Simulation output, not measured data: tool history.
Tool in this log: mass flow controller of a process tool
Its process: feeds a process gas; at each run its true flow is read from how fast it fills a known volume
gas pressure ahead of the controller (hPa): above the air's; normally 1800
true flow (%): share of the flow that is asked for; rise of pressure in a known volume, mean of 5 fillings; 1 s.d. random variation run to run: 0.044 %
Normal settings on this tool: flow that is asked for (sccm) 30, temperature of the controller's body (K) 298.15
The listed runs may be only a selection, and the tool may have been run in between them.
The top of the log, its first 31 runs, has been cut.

run	hour	flow that is asked for (sccm)	gas pressure ahead of the controller (hPa)	temperature of the controller's body (K)	true flow (%)
32	3740	10	1610	298.15	101.28
33	3840.1	30	2630	298.15	99.65
34	3926.8	15	2380	293.15	99.93
35	3998.6	34	1800	311.15	101.05
36	4148.3	35	1800	298.15	100.09
37	4221.5	35	2790	293.15	99.31
38	4328	35	2790	293.15	99.25
39	4407.9	35	2790	293.15	99.26
40	4540.3	35	2790	293.15	99.22
41	4681	30	2570	298.15	99.75
42	4798.3	6	2570	298.15	102.78
43	4871.7	10	1960	312.15	102.55
44	4983.7	10	1960	312.15	102.6
45	5055.9	50	2330	312.15	101.04
46	5167.5	50	2330	312.15	101

5 ways to go on from here, each from the tool as it stands after run 46. What would each give?
A	5245.5	35	1800	298.15	?
B	5245.5	6	2330	312.15	?
C	5245.5	30	1800	300.15	?
D	5245.5	10	1980	299.15	?
E	5245.5	30	1710	298.15	?

run	true flow (%)
A	100.17
B	104.2
C	100.37
D	101.62
E	100.16
Without the tool's hidden state the same runs would have given:
run	true flow (%)
A	99.82
B	100.05
C	99.89
D	99.3
E	99.67

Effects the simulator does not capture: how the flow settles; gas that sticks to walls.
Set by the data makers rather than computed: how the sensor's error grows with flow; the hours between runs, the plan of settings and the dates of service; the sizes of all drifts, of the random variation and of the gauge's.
